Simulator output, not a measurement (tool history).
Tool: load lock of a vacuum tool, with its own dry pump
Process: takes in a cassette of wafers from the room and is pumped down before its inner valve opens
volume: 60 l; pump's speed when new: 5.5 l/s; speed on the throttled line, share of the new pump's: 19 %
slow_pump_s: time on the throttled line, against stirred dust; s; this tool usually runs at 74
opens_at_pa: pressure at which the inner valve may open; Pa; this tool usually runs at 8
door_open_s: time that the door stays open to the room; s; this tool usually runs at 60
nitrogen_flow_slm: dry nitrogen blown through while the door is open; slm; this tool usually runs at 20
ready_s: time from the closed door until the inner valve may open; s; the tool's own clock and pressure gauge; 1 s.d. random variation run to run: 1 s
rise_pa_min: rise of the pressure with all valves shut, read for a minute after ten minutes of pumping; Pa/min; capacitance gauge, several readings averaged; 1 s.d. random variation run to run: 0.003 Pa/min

run	hour	slow_pump_s	opens_at_pa	door_open_s	nitrogen_flow_slm	incoming humidity of the room's air, %	ready_s	rise_pa_min
1	0	74	8	60	20	47	175.1	0.054
2	150.7	74	8	60	20	46.1	174.6	0.052
3	315.6	74	8	107	20	43.3	174.8	0.076
4	488.4	74	8	107	20	45.4	175.5	0.078
5	597.2	74	8	107	20	44	174.6	0.076
6	765.3	121	8	60	20	46	212.5	0.063
7	909.1	121	8	60	20	47.3	212.3	0.076
8	1131.4	121	8	60	20	42	212.9	0.074
9	1228.4	121	6	60	20	49.1	217.4	0.086
10	1407.5	121	6	60	20	44.6	217.7	0.087
11	1560.8	121	6	60	20	44.8	220	0.095
12	1747.3	121	6	60	20	45.7	215.5	0.099
13	1871.3	121	16	60	20	43.8	204.8	0.102
14	2008.3	121	16	60	20	43.8	204.3	0.109
15	2201.3	121	16	60	20	42.8	204.1	0.107
16	2309.1	41	8	60	20	46.8	152.4	0.127
17	2403.8	41	8	60	20	45.1	152.2	0.126
18	2597.3	41	8	60	20	43.1	153.1	0.129
19	2720.4	74	8	60	20	45.2	178.8	0.138
20	2879.7	74	11	60	16	43.9	172.5	0.138
21	3071.5	74	9	60	16	41.3	178.1	0.152
22	3172.1	147	8	77	20	44.4	238.2	0.16
23	3368	74	8	60	29	45.5	180.4	0.157
24	3549.7	49	8	111	20	43.9	159.8	0.185
25	3702.8	49	8	111	20	46.2	159.2	0.193
26	3867.4	44	8	89	20	43.7	157.2	0.196
27	4026.1	44	8	89	20	42.9	156.6	0.196
28	4214.6	74	8	70	20	45.3	180.6	0.196
29	4409.6	140	7	121	6	46.2	232.6	0.25
30	4617	140	7	121	6	45.2	232.6	0.258
31	4731.5	46	7	121	32	46.2	160.7	0.242
32	4875	74	7	195	5	42.4	184.9	0.304
33	5086.5	124	11	86	14	45.6	217.6	0.254
34	5210.7	124	11	86	26	47.2	218.7	0.251
35	5360.4	77	8	82	18	41.4	185.5	0.261
36	5543.3	125	12	66	7	45.2	217.1	0.286
37	5636.7	125	12	66	7	42.6	217.5	0.284
38	5766.8	125	12	66	7	44.6	217.7	0.305

Each row is a separate what-if for the run after 38, all from the same tool condition, not one after another. Results?
A	5889.4	125	12	66	4	45.3	?	?
B	5889.4	74	8	122	26	45.9	?	?
C	5889.4	125	12	121	6	43.9	?	?

run	ready_s	rise_pa_min
A	217.6	0.305
B	180.2	0.3
C	216.6	0.32
The same runs, with their run-to-run variation unchanged, on a tool lacking any hidden condition would have given:
run	ready_s	rise_pa_min
A	202.3	0.045
B	162.2	0.043
C	201.2	0.066

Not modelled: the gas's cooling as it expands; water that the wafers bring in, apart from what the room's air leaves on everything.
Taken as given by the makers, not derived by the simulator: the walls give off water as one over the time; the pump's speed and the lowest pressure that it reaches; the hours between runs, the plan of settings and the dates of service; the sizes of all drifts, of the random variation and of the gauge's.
